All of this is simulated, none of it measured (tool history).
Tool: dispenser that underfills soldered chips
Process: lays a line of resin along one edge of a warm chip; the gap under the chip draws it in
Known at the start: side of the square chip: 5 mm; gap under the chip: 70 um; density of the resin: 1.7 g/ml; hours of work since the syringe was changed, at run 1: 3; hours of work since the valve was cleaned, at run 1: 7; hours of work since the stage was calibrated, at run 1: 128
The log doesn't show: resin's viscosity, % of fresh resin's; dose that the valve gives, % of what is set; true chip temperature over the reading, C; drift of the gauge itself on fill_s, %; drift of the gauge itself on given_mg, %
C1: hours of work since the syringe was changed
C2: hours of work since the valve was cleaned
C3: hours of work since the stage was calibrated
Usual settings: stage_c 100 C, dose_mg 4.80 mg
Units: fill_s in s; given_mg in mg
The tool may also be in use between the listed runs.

Run 1, day 0.000: usual settings; C1 3; C2 7; C3 128. Result: fill_s 6.2 s, given_mg 4.78 mg.
Run 2, day 0.117: usual settings but dose_mg 5.08 mg; C1 5; C2 8; C3 130. Result: fill_s 6.6 s, given_mg 5.06 mg.
At day 0.296: new syringe of resin.
Run 3, day 0.375: usual settings but dose_mg 5.76 mg; C1 1; C2 12; C3 133. Result: fill_s 5.4 s, given_mg 5.74 mg.
Run 4, day 0.533: usual settings but dose_mg 5.76 mg; C1 3; C2 14; C3 135. Result: fill_s 6.3 s, given_mg 5.71 mg.
Run 5, day 0.733: usual settings; C1 6; C2 17; C3 138. Result: fill_s 8.1 s, given_mg 4.76 mg.
At day 0.788: new syringe of resin.
Run 6, day 0.967: usual settings; C1 3; C2 20; C3 142. Result: fill_s 6.3 s, given_mg 4.76 mg.
Run 7, day 1.179: usual settings; C1 6; C2 23; C3 145. Result: fill_s 7.7 s, given_mg 4.73 mg.
At day 1.283: new syringe of resin.
Run 8, day 1.350: usual settings but stage_c 93 C, dose_mg 5.86 mg; C1 1; C2 26; C3 147. Result: fill_s 6.5 s, given_mg 5.78 mg.
Run 9, day 1.592: usual settings but stage_c 87 C, dose_mg 5.80 mg; C1 4; C2 29; C3 150. Result: fill_s 10.2 s, given_mg 5.70 mg.
Run 10, day 1.733: usual settings but stage_c 103 C, dose_mg 5.80 mg; C1 7; C2 31; C3 153. Result: fill_s 7.6 s, given_mg 5.74 mg.
At day 1.779: new syringe of resin.
Run 11, day 1.892: usual settings but stage_c 103 C, dose_mg 5.53 mg; C1 2; C2 33; C3 155. Result: fill_s 5.3 s, given_mg 5.46 mg.
Run 12, day 2.138: usual settings but stage_c 103 C, dose_mg 5.53 mg; C1 5; C2 37; C3 158. Result: fill_s 7.2 s, given_mg 5.39 mg.
At day 2.279: new syringe of resin.
Run 13, day 2.408: usual settings but stage_c 103 C, dose_mg 4.52 mg; C1 2; C2 41; C3 162. Result: fill_s 5.3 s, given_mg 4.42 mg.

3 ways to go on from here, each from the tool as it stands after run 13. What would each give?
Run A, day 2.650: usual settings but stage_c 92 C, dose_mg 4.52 mg; C1 5; C2 44; C3 165. Result: fill_s ?, given_mg ?.
Run B, day 2.650: usual settings but stage_c 90 C, dose_mg 4.89 mg; C1 5; C2 44; C3 165. Result: fill_s ?, given_mg ?.
Run C, day 2.650: usual settings but stage_c 106 C, dose_mg 4.58 mg; C1 5; C2 44; C3 165. Result: fill_s ?, given_mg ?.

run  fill_s  given_mg
  A    10.5      4.42
  B    10.6      4.77
  C     6.9      4.48
Without the tool's hidden state the same runs would have given:
run  fill_s  given_mg
  A     6.9      4.52
  B     6.8      4.88
  C     4.5      4.59
